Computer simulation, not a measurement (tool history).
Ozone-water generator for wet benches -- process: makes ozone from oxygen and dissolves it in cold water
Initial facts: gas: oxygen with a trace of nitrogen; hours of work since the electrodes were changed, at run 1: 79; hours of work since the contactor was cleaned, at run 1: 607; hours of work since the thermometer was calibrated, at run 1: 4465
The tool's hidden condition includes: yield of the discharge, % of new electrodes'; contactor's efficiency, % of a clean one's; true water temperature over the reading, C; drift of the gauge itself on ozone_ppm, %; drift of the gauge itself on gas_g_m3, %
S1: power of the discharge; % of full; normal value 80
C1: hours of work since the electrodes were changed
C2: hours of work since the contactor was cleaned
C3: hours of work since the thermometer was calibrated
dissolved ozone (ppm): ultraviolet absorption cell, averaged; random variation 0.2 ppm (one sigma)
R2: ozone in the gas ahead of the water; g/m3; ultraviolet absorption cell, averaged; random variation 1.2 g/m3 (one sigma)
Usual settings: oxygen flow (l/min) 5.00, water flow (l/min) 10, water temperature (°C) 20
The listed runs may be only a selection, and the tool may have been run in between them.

run 1 hour=0.0 | S1=80 oxygen_flow_(l/min)=5.00 water_flow_(l/min)=10 water_temperature_(°C)=20 | C1=79 C2=607 C3=4465 | dissolved_ozone_(ppm)=28.7 R2=209.3
run 2 hour=19.2 | S1=80 oxygen_flow_(l/min)=5.00 water_flow_(l/min)=10 water_temperature_(°C)=20 | C1=91 C2=619 C3=4477 | dissolved_ozone_(ppm)=28.9 R2=211.2
run 3 hour=39.8 | S1=80 oxygen_flow_(l/min)=5.00 water_flow_(l/min)=13 water_temperature_(°C)=20 | C1=104 C2=633 C3=4491 | dissolved_ozone_(ppm)=24.0 R2=210.0
run 4 hour=55.9 | S1=80 oxygen_flow_(l/min)=5.00 water_flow_(l/min)=13 water_temperature_(°C)=20 | C1=115 C2=643 C3=4501 | dissolved_ozone_(ppm)=24.4 R2=211.4
run 5 hour=83.1 | S1=89 oxygen_flow_(l/min)=5.00 water_flow_(l/min)=10 water_temperature_(°C)=20 | C1=132 C2=660 C3=4518 | dissolved_ozone_(ppm)=31.1 R2=228.9
run 6 hour=111.6 | S1=81 oxygen_flow_(l/min)=5.00 water_flow_(l/min)=10 water_temperature_(°C)=20 | C1=151 C2=679 C3=4537 | dissolved_ozone_(ppm)=29.1 R2=211.3
run 7 hour=131.5 | S1=80 oxygen_flow_(l/min)=8.84 water_flow_(l/min)=10 water_temperature_(°C)=20 | C1=163 C2=692 C3=4550 | dissolved_ozone_(ppm)=25.3 R2=158.4
run 8 hour=148.4 | S1=80 oxygen_flow_(l/min)=8.84 water_flow_(l/min)=10 water_temperature_(°C)=20 | C1=174 C2=702 C3=4561 | dissolved_ozone_(ppm)=25.7 R2=157.5
run 9 hour=168.7 | S1=80 oxygen_flow_(l/min)=8.84 water_flow_(l/min)=10 water_temperature_(°C)=20 | C1=187 C2=715 C3=4574 | dissolved_ozone_(ppm)=25.7 R2=157.8
run 10 hour=192.2 | S1=80 oxygen_flow_(l/min)=8.84 water_flow_(l/min)=10 water_temperature_(°C)=20 | C1=202 C2=731 C3=4589 | dissolved_ozone_(ppm)=25.7 R2=156.5
run 11 hour=214.1 | S1=76 oxygen_flow_(l/min)=5.00 water_flow_(l/min)=10 water_temperature_(°C)=20 | C1=216 C2=745 C3=4603 | dissolved_ozone_(ppm)=27.3 R2=202.4
run 12 hour=237.7 | S1=76 oxygen_flow_(l/min)=5.00 water_flow_(l/min)=10 water_temperature_(°C)=20 | C1=232 C2=760 C3=4618 | dissolved_ozone_(ppm)=27.3 R2=201.2
run 13 hour=264.1 | S1=80 oxygen_flow_(l/min)=5.00 water_flow_(l/min)=10 water_temperature_(°C)=24 | C1=249 C2=777 C3=4635 | dissolved_ozone_(ppm)=26.3 R2=209.9
run 14 hour=287.0 | S1=80 oxygen_flow_(l/min)=2.64 water_flow_(l/min)=10 water_temperature_(°C)=20 | C1=263 C2=791 C3=4650 | dissolved_ozone_(ppm)=29.1 R2=286.8
run 15 hour=304.8 | S1=80 oxygen_flow_(l/min)=5.00 water_flow_(l/min)=10 water_temperature_(°C)=18 | C1=275 C2=803 C3=4661 | dissolved_ozone_(ppm)=29.7 R2=210.6
run 16 hour=319.7 | S1=80 oxygen_flow_(l/min)=5.00 water_flow_(l/min)=10 water_temperature_(°C)=15 | C1=284 C2=812 C3=4671 | dissolved_ozone_(ppm)=31.4 R2=211.0
run 17 hour=338.2 | S1=80 oxygen_flow_(l/min)=8.74 water_flow_(l/min)=7 water_temperature_(°C)=15 | C1=296 C2=824 C3=4682 | dissolved_ozone_(ppm)=33.3 R2=159.1
run 18 hour=367.1 | S1=80 oxygen_flow_(l/min)=8.74 water_flow_(l/min)=7 water_temperature_(°C)=15 | C1=315 C2=843 C3=4701 | dissolved_ozone_(ppm)=33.3 R2=155.2
run 19 hour=385.7 | S1=41 oxygen_flow_(l/min)=4.25 water_flow_(l/min)=14 water_temperature_(°C)=12 | C1=327 C2=855 C3=4713 | dissolved_ozone_(ppm)=15.1 R2=131.3
run 20 hour=403.2 | S1=41 oxygen_flow_(l/min)=4.25 water_flow_(l/min)=14 water_temperature_(°C)=12 | C1=338 C2=866 C3=4724 | dissolved_ozone_(ppm)=15.5 R2=132.7
run 21 hour=420.4 | S1=53 oxygen_flow_(l/min)=4.25 water_flow_(l/min)=14 water_temperature_(°C)=22 | C1=349 C2=877 C3=4735 | dissolved_ozone_(ppm)=16.4 R2=161.3
run 22 hour=439.7 | S1=87 oxygen_flow_(l/min)=5.00 water_flow_(l/min)=10 water_temperature_(°C)=22 | C1=361 C2=890 C3=4748 | dissolved_ozone_(ppm)=28.8 R2=223.3
run 23 hour=452.5 | S1=60 oxygen_flow_(l/min)=3.50 water_flow_(l/min)=11 water_temperature_(°C)=21 | C1=370 C2=898 C3=4756 | dissolved_ozone_(ppm)=21.4 R2=199.1
run 24 hour=474.7 | S1=44 oxygen_flow_(l/min)=5.70 water_flow_(l/min)=8 water_temperature_(°C)=21 | C1=384 C2=912 C3=4770 | dissolved_ozone_(ppm)=18.7 R2=120.4
run 25 hour=500.3 | S1=80 oxygen_flow_(l/min)=2.92 water_flow_(l/min)=10 water_temperature_(°C)=20 | C1=400 C2=928 C3=4787 | dissolved_ozone_(ppm)=29.5 R2=273.6
run 26 hour=531.1 | S1=87 oxygen_flow_(l/min)=5.00 water_flow_(l/min)=9 water_temperature_(°C)=20 | C1=420 C2=948 C3=4806 | dissolved_ozone_(ppm)=32.0 R2=223.0
run 27 hour=546.8 | S1=77 oxygen_flow_(l/min)=5.00 water_flow_(l/min)=10 water_temperature_(°C)=20 | C1=430 C2=958 C3=4816 | dissolved_ozone_(ppm)=27.6 R2=200.6
run 28 hour=560.8 | S1=85 oxygen_flow_(l/min)=5.00 water_flow_(l/min)=10 water_temperature_(°C)=12 | C1=439 C2=967 C3=4825 | dissolved_ozone_(ppm)=34.5 R2=218.3
run 29 hour=590.4 | S1=85 oxygen_flow_(l/min)=5.00 water_flow_(l/min)=10 water_temperature_(°C)=12 | C1=458 C2=986 C3=4844 | dissolved_ozone_(ppm)=34.3 R2=218.1
run 30 hour=617.2 | S1=73 oxygen_flow_(l/min)=5.00 water_flow_(l/min)=6 water_temperature_(°C)=20 | C1=475 C2=1004 C3=4862 | dissolved_ozone_(ppm)=33.1 R2=193.4
run 31 hour=637.7 | S1=97 oxygen_flow_(l/min)=3.68 water_flow_(l/min)=10 water_temperature_(°C)=17 | C1=489 C2=1017 C3=4875 | dissolved_ozone_(ppm)=35.2 R2=284.0
run 32 hour=666.3 | S1=97 oxygen_flow_(l/min)=3.68 water_flow_(l/min)=10 water_temperature_(°C)=17 | C1=507 C2=1035 C3=4893 | dissolved_ozone_(ppm)=35.3 R2=281.2

Here are 5 independent what-if runs from the current tool condition. What would each one return?
run A hour=685.8 | S1=80 oxygen_flow_(l/min)=3.70 water_flow_(l/min)=10 water_temperature_(°C)=13 | C1=519 C2=1048 C3=4906 | dissolved_ozone_(ppm)=? R2=?
run B hour=685.8 | S1=80 oxygen_flow_(l/min)=5.00 water_flow_(l/min)=10 water_temperature_(°C)=17 | C1=519 C2=1048 C3=4906 | dissolved_ozone_(ppm)=? R2=?
run C hour=685.8 | S1=87 oxygen_flow_(l/min)=3.68 water_flow_(l/min)=10 water_temperature_(°C)=17 | C1=519 C2=1048 C3=4906 | dissolved_ozone_(ppm)=? R2=?
run D hour=685.8 | S1=48 oxygen_flow_(l/min)=5.00 water_flow_(l/min)=12 water_temperature_(°C)=20 | C1=519 C2=1048 C3=4906 | dissolved_ozone_(ppm)=? R2=?
run E hour=685.8 | S1=80 oxygen_flow_(l/min)=7.75 water_flow_(l/min)=15 water_temperature_(°C)=20 | C1=519 C2=1048 C3=4906 | dissolved_ozone_(ppm)=? R2=?

run=A dissolved_ozone_(ppm)=32.6 R2=240.6
run=B dissolved_ozone_(ppm)=29.7 R2=206.4
run=C dissolved_ozone_(ppm)=33.0 R2=257.6
run=D dissolved_ozone_(ppm)=16.8 R2=137.5
run=E dissolved_ozone_(ppm)=21.4 R2=167.1
What these runs would have given with no unlogged condition in the tool:
run=A dissolved_ozone_(ppm)=33.7 R2=243.8
run=B dissolved_ozone_(ppm)=30.7 R2=209.1
run=C dissolved_ozone_(ppm)=34.2 R2=261.2
run=D dissolved_ozone_(ppm)=17.3 R2=138.6
run=E dissolved_ozone_(ppm)=22.2 R2=169.3

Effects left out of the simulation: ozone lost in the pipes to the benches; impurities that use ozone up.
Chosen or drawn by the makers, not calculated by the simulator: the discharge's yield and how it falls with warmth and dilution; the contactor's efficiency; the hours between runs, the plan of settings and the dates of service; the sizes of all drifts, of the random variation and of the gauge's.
